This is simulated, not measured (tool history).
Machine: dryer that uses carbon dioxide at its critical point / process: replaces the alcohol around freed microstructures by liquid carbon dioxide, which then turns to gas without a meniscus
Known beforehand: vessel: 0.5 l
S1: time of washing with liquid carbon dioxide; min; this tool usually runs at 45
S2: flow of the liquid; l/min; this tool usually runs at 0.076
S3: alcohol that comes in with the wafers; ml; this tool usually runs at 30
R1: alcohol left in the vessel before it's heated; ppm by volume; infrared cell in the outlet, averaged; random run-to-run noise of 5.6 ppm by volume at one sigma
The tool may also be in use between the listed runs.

run   hour  S1      S2   S3    R1
  1      0  45   0.076   30   454
  2   27.7  45   0.076   30   460
  3   56.4  45  0.1207   30   248
      97.7  -- purifier's bed changed
  4  110.1  45  0.1207   30    17
  5  146.2  45  0.1207   30    22
  6  170.6  45   0.076   96   999
  7  213.6  45   0.076   30   362
  8  260.6  45   0.076   30   403
     275.7  -- inlet filter changed
  9  310.6  45  0.0892   54   143
 10    346  48  0.0477   23   933
 11    378  38   0.076   31   563
 12  432.1  38  0.0643   28  1087
 13  464.2  38  0.0643   28  1159
 14  505.9  70  0.0881   22    53
 15  556.3  70  0.0617  100   308

Predict each of these 4 candidate next runs independently; none follows another, all start after run 15:
  A   584  37   0.055  100   ?
  B   584  70  0.1251   46   ?
  C   584  45  0.1019   30   ?
  D   584  45  0.1253   55   ?

run    R1
  A  8853
  B    67
  C   127
  D    89
What these runs would have given with no unlogged condition in the tool:
run    R1
  A  5658
  B     5
  C    28
  D    11
